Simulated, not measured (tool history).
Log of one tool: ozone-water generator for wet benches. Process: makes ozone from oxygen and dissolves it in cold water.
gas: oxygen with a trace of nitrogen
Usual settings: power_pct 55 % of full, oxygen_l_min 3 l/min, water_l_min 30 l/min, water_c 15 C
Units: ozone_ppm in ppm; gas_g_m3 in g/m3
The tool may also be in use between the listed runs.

Run 1, hour 0: usual settings. Result: ozone_ppm 6.62 ppm, gas_g_m3 146.1 g/m3.
Run 2, hour 133.5: usual settings. Result: ozone_ppm 6.36 ppm, gas_g_m3 143.1 g/m3.
Run 3, hour 212: usual settings. Result: ozone_ppm 6.44 ppm, gas_g_m3 143.9 g/m3.
Run 4, hour 356.5: usual settings. Result: ozone_ppm 6.35 ppm, gas_g_m3 145.8 g/m3.
Run 5, hour 429.5: usual settings. Result: ozone_ppm 6.67 ppm, gas_g_m3 145.2 g/m3.
Run 6, hour 522.9: usual settings. Result: ozone_ppm 6.7 ppm, gas_g_m3 143.7 g/m3.
Run 7, hour 604.2: usual settings. Result: ozone_ppm 6.53 ppm, gas_g_m3 144.6 g/m3.
Run 8, hour 686.9: usual settings. Result: ozone_ppm 6.48 ppm, gas_g_m3 144.5 g/m3.
Run 9, hour 797.6: usual settings but oxygen_l_min 2.39 l/min. Result: ozone_ppm 6.15 ppm, gas_g_m3 168.6 g/m3.
Run 10, hour 917.4: usual settings but oxygen_l_min 2.39 l/min. Result: ozone_ppm 6.35 ppm, gas_g_m3 167.6 g/m3.
Run 11, hour 1025: usual settings but oxygen_l_min 2.39 l/min. Result: ozone_ppm 6.3 ppm, gas_g_m3 166.7 g/m3.
Run 12, hour 1171.7: usual settings but oxygen_l_min 2.39 l/min. Result: ozone_ppm 6.26 ppm, gas_g_m3 168.9 g/m3.
Run 13, hour 1312.5: usual settings but oxygen_l_min 2.39 l/min, water_c 14 C. Result: ozone_ppm 6.32 ppm, gas_g_m3 165.1 g/m3.
Run 14, hour 1453.4: usual settings but oxygen_l_min 2.39 l/min, water_c 14 C. Result: ozone_ppm 6.2 ppm, gas_g_m3 167.9 g/m3.
Run 15, hour 1589: usual settings but oxygen_l_min 2.39 l/min, water_c 14 C. Result: ozone_ppm 6.23 ppm, gas_g_m3 166.4 g/m3.
Run 16, hour 1704.1: usual settings but power_pct 80 % of full, oxygen_l_min 2.67 l/min. Result: ozone_ppm 8.54 ppm, gas_g_m3 208.2 g/m3.
Run 17, hour 1821.4: usual settings but power_pct 80 % of full, oxygen_l_min 5.29 l/min, water_l_min 21 l/min. Result: ozone_ppm 13.27 ppm, gas_g_m3 133.7 g/m3.
Run 18, hour 1962.5: usual settings but power_pct 46 % of full, oxygen_l_min 4.39 l/min, water_l_min 47 l/min, water_c 8 C. Result: ozone_ppm 3.43 ppm, gas_g_m3 99.2 g/m3.

The next listed run, before its measurement:
Run 19, hour 2081.8: usual settings but power_pct 80 % of full, oxygen_l_min 4.17 l/min, water_l_min 33 l/min, water_c 9 C. Result: ozone_ppm ?, gas_g_m3 ?.

Run 19 gave ozone_ppm 8.52 ppm, gas_g_m3 157.2 g/m3.
Without the tool's hidden state the same run would have given ozone_ppm 8.54 ppm, gas_g_m3 157.4 g/m3.

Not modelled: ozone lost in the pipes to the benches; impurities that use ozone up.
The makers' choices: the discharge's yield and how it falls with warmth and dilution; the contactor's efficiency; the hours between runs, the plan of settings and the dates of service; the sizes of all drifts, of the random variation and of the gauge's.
